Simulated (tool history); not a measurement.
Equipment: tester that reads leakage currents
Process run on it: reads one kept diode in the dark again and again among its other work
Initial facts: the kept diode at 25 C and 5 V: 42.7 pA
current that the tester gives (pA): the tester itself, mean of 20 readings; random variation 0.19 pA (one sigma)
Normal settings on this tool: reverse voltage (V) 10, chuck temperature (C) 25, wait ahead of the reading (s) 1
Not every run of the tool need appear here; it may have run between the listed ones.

run	day	reverse voltage (V)	chuck temperature (C)	wait ahead of the reading (s)	current that the tester gives (pA)
1	0	10	25	1	69.86
2	2.479	10	25	1	70.3
3	5.058	10	25	1	70.82
4	9.238	10	25	1	71.74
5	11.529	10	25	1	72.78
6	15.638	10	25	1	73.92
7	19.646	3.2	25	1	41.68
# day 20.338: tester calibrated
8	21.779	3.2	57	0.45	604.43
9	26.054	17.9	25	1	107.33
10	30.558	11.7	25	0.72	88.34
11	34.021	13.6	24	0.72	89.19
12	38.283	10	25	0.31	88.55
13	42.204	10	25	0.31	89.54
14	44.154	2.1	32	1	67.84

For each run, the measured value with the value that run would have given without the tool's hidden condition subtracted. The run-to-run variation is shared by both, the gauge scatter possibly not:
Hidden state at play: stray current of the dirty probe card, pA a volt; current scale over the true one, %; true chuck temperature over the reading, C; drift of the gauge itself on leakage_pa, %.
run	current that the tester gives (pA)
1	+7.44
2	+8.03
3	+8.58
4	+9.6
5	+10.24
6	+11.32
7	+6.1
8	+75.67
9	+23.55
10	+19.26
11	+21.06
12	+19.48
13	+20.44
14	+13.51

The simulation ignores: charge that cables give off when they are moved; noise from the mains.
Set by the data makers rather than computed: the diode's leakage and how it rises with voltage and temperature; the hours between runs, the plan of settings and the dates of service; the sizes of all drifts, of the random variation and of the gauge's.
